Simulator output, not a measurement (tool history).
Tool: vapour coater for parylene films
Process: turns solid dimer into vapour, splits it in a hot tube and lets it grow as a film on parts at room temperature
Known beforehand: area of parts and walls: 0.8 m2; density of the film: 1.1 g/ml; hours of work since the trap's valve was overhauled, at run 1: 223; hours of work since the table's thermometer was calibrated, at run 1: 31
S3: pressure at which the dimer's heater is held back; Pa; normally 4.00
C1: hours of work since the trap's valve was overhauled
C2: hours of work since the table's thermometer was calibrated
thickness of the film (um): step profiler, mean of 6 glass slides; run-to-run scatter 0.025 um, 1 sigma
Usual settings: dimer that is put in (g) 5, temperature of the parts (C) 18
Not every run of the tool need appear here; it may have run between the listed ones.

Run 1, hour 0.0: usual settings; C1 223; C2 31. Result: thickness of the film (um) 3.58.
At hour 11.5: trap's valve overhauled.
Run 2, hour 34.4: usual settings; C1 9; C2 43. Result: thickness of the film (um) 3.76.
Run 3, hour 79.0: usual settings; C1 27; C2 61. Result: thickness of the film (um) 3.72.
Run 4, hour 125.8: usual settings; C1 46; C2 80. Result: thickness of the film (um) 3.74.
Run 5, hour 156.4: usual settings; C1 58; C2 92. Result: thickness of the film (um) 3.71.
At hour 160.1: table's thermometer calibrated.
Run 6, hour 196.3: usual settings; C1 74; C2 15. Result: thickness of the film (um) 3.68.
Run 7, hour 231.9: usual settings but temperature of the parts (C) 21, S3 3.27 Pa; C1 88; C2 29. Result: thickness of the film (um) 3.50.
Run 8, hour 264.6: usual settings but dimer that is put in (g) 3, temperature of the parts (C) 23, S3 5.05 Pa; C1 101; C2 42. Result: thickness of the film (um) 1.91.
At hour 285.4: table's thermometer calibrated, once more.
Run 9, hour 308.9: usual settings but dimer that is put in (g) 3; C1 119; C2 9. Result: thickness of the film (um) 2.22.
Run 10, hour 348.6: usual settings but dimer that is put in (g) 3, S3 2.19 Pa; C1 135; C2 25. Result: thickness of the film (um) 2.39.
Run 11, hour 374.5: usual settings but dimer that is put in (g) 2, temperature of the parts (C) 17, S3 5.13 Pa; C1 145; C2 36. Result: thickness of the film (um) 1.47.

Each row is a separate what-if for the run after 11, all from the same tool condition, not one after another. Results?
Run A, hour 405.2: usual settings but temperature of the parts (C) 11, S3 2.89 Pa; C1 157; C2 48. Result: thickness of the film (um) ?.
Run B, hour 405.2: usual settings but dimer that is put in (g) 2, temperature of the parts (C) 12, S3 5.13 Pa; C1 157; C2 48. Result: thickness of the film (um) ?.
Run C, hour 405.2: usual settings but dimer that is put in (g) 2, temperature of the parts (C) 23, S3 11.22 Pa; C1 157; C2 48. Result: thickness of the film (um) ?.

run  thickness of the film (um)
  A                        4.43
  B                        1.64
  C                        1.17
The same runs, with their run-to-run variation unchanged, on a tool lacking any hidden condition would have given:
run  thickness of the film (um)
  A                        4.59
  B                        1.71
  C                        1.21

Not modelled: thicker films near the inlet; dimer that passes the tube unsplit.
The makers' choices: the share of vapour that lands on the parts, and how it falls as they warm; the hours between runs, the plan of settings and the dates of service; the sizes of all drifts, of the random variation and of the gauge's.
